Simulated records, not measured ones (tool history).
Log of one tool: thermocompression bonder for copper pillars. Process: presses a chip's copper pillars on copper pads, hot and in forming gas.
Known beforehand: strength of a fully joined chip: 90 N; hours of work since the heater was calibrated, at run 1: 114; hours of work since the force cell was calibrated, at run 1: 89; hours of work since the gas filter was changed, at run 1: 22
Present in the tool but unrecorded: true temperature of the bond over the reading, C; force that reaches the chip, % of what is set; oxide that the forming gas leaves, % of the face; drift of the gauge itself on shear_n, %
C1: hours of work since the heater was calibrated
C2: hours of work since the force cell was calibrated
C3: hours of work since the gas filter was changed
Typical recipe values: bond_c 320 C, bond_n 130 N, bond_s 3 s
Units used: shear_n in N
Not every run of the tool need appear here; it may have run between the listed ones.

{"run": 1, "hour": 0.0, "bond_c": 320, "bond_n": 130, "bond_s": 3, "C1": 114, "C2": 89, "C3": 22, "shear_n": 34.4}
{"run": 2, "hour": 21.1, "bond_c": 320, "bond_n": 130, "bond_s": 3, "C1": 122, "C2": 98, "C3": 30, "shear_n": 34.4}
{"run": 3, "hour": 41.0, "bond_c": 320, "bond_n": 130, "bond_s": 3, "C1": 131, "C2": 106, "C3": 39, "shear_n": 33.9}
{"run": 4, "hour": 55.9, "bond_c": 349, "bond_n": 130, "bond_s": 3, "C1": 137, "C2": 112, "C3": 45, "shear_n": 49.2}
{"run": 5, "hour": 69.2, "bond_c": 337, "bond_n": 130, "bond_s": 3, "C1": 142, "C2": 117, "C3": 50, "shear_n": 43.4}
{"run": 6, "hour": 81.2, "bond_c": 320, "bond_n": 130, "bond_s": 3, "C1": 147, "C2": 122, "C3": 55, "shear_n": 34.3}
{"run": 7, "hour": 100.7, "bond_c": 320, "bond_n": 130, "bond_s": 3, "C1": 155, "C2": 130, "C3": 63, "shear_n": 33.6}
{"run": 8, "hour": 116.6, "bond_c": 320, "bond_n": 130, "bond_s": 3, "C1": 162, "C2": 137, "C3": 70, "shear_n": 34.2}
{"run": 9, "hour": 127.8, "bond_c": 320, "bond_n": 132, "bond_s": 3, "C1": 166, "C2": 141, "C3": 74, "shear_n": 33.9}
{"run": 10, "hour": 147.3, "bond_c": 320, "bond_n": 132, "bond_s": 3, "C1": 174, "C2": 149, "C3": 82, "shear_n": 33.7}
{"run": 11, "hour": 159.2, "bond_c": 320, "bond_n": 130, "bond_s": 3, "C1": 179, "C2": 154, "C3": 87, "shear_n": 33.4}
{"run": 12, "hour": 168.1, "bond_c": 325, "bond_n": 130, "bond_s": 3, "C1": 183, "C2": 158, "C3": 91, "shear_n": 35.7}
{"run": 13, "hour": 182.0, "bond_c": 320, "bond_n": 130, "bond_s": 3, "C1": 189, "C2": 164, "C3": 97, "shear_n": 33.5}
{"run": 14, "hour": 195.7, "bond_c": 320, "bond_n": 130, "bond_s": 3, "C1": 194, "C2": 169, "C3": 102, "shear_n": 33}
{"run": 15, "hour": 216.7, "bond_c": 299, "bond_n": 130, "bond_s": 3, "C1": 203, "C2": 178, "C3": 111, "shear_n": 23.8}
{"run": 16, "hour": 225.5, "bond_c": 317, "bond_n": 130, "bond_s": 3, "C1": 206, "C2": 182, "C3": 114, "shear_n": 31.5}
{"run": 17, "hour": 238.5, "bond_c": 320, "bond_n": 130, "bond_s": 8, "C1": 212, "C2": 187, "C3": 120, "shear_n": 47.1}
{"run": 18, "hour": 253.6, "bond_c": 320, "bond_n": 130, "bond_s": 3, "C1": 218, "C2": 193, "C3": 126, "shear_n": 32.9}
{"run": 19, "hour": 273.8, "bond_c": 320, "bond_n": 130, "bond_s": 3, "C1": 226, "C2": 201, "C3": 134, "shear_n": 32.7}
{"run": 20, "hour": 288.3, "bond_c": 320, "bond_n": 143, "bond_s": 3, "C1": 232, "C2": 207, "C3": 140, "shear_n": 35}
{"run": 21, "hour": 300.8, "bond_c": 320, "bond_n": 162, "bond_s": 3, "C1": 237, "C2": 213, "C3": 145, "shear_n": 36.1}
{"hour": 304.0, "done": "force cell calibrated"}
{"run": 22, "hour": 320.9, "bond_c": 320, "bond_n": 162, "bond_s": 3, "C1": 245, "C2": 7, "C3": 153, "shear_n": 36.7}
{"run": 23, "hour": 333.1, "bond_c": 320, "bond_n": 154, "bond_s": 3, "C1": 250, "C2": 12, "C3": 158, "shear_n": 35.4}
{"run": 24, "hour": 353.3, "bond_c": 341, "bond_n": 109, "bond_s": 3, "C1": 258, "C2": 20, "C3": 166, "shear_n": 38}
{"run": 25, "hour": 363.2, "bond_c": 320, "bond_n": 132, "bond_s": 3, "C1": 262, "C2": 24, "C3": 170, "shear_n": 32.4}
{"run": 26, "hour": 372.7, "bond_c": 346, "bond_n": 88, "bond_s": 2, "C1": 266, "C2": 28, "C3": 174, "shear_n": 31.8}
{"run": 27, "hour": 384.7, "bond_c": 300, "bond_n": 154, "bond_s": 2, "C1": 271, "C2": 33, "C3": 179, "shear_n": 22.3}
{"run": 28, "hour": 395.9, "bond_c": 300, "bond_n": 154, "bond_s": 2, "C1": 276, "C2": 38, "C3": 184, "shear_n": 21.7}
{"run": 29, "hour": 415.6, "bond_c": 300, "bond_n": 154, "bond_s": 2, "C1": 284, "C2": 46, "C3": 192, "shear_n": 21.4}
{"hour": 427.3, "done": "force cell calibrated, once more"}
{"run": 30, "hour": 430.3, "bond_c": 320, "bond_n": 113, "bond_s": 3, "C1": 289, "C2": 1, "C3": 197, "shear_n": 30.1}
{"run": 31, "hour": 445.5, "bond_c": 320, "bond_n": 130, "bond_s": 2, "C1": 296, "C2": 7, "C3": 204, "shear_n": 28.1}
{"run": 32, "hour": 457.2, "bond_c": 347, "bond_n": 189, "bond_s": 4, "C1": 300, "C2": 12, "C3": 208, "shear_n": 58.1}
{"run": 33, "hour": 471.6, "bond_c": 342, "bond_n": 129, "bond_s": 2, "C1": 306, "C2": 18, "C3": 214, "shear_n": 37.1}
{"run": 34, "hour": 491.5, "bond_c": 326, "bond_n": 130, "bond_s": 3, "C1": 314, "C2": 26, "C3": 222, "shear_n": 34.3}
{"run": 35, "hour": 500.7, "bond_c": 329, "bond_n": 84, "bond_s": 3, "C1": 318, "C2": 30, "C3": 226, "shear_n": 28.8}
{"run": 36, "hour": 514.9, "bond_c": 340, "bond_n": 84, "bond_s": 2, "C1": 324, "C2": 36, "C3": 232, "shear_n": 28.4}
{"run": 37, "hour": 524.5, "bond_c": 328, "bond_n": 145, "bond_s": 7, "C1": 328, "C2": 40, "C3": 236, "shear_n": 50.1}
{"run": 38, "hour": 537.5, "bond_c": 323, "bond_n": 130, "bond_s": 2, "C1": 333, "C2": 45, "C3": 241, "shear_n": 27.4}
{"run": 39, "hour": 557.8, "bond_c": 301, "bond_n": 157, "bond_s": 4, "C1": 342, "C2": 54, "C3": 250, "shear_n": 29.3}

Below, some changes in shear_n between adjacent runs. For each, the amount present without the hidden state too (settings, incoming material, random variation) and the amount remaining for the hidden state with gauge scatter not shared by both compared results:
Run 31 -> 32: bond_c 320 -> 347, bond_n 130 -> 189, bond_s 2 -> 4. shear_n +30 N: hidden state -1.7, all else +31.7.
Run 36 -> 37: bond_c 340 -> 328, bond_n 84 -> 145, bond_s 2 -> 7. shear_n +21.7 N: hidden state -2, all else +23.7.
Run 37 -> 38: bond_c 328 -> 323, bond_n 145 -> 130, bond_s 7 -> 2. shear_n -22.7 N: hidden state +1.6, all else -24.3.
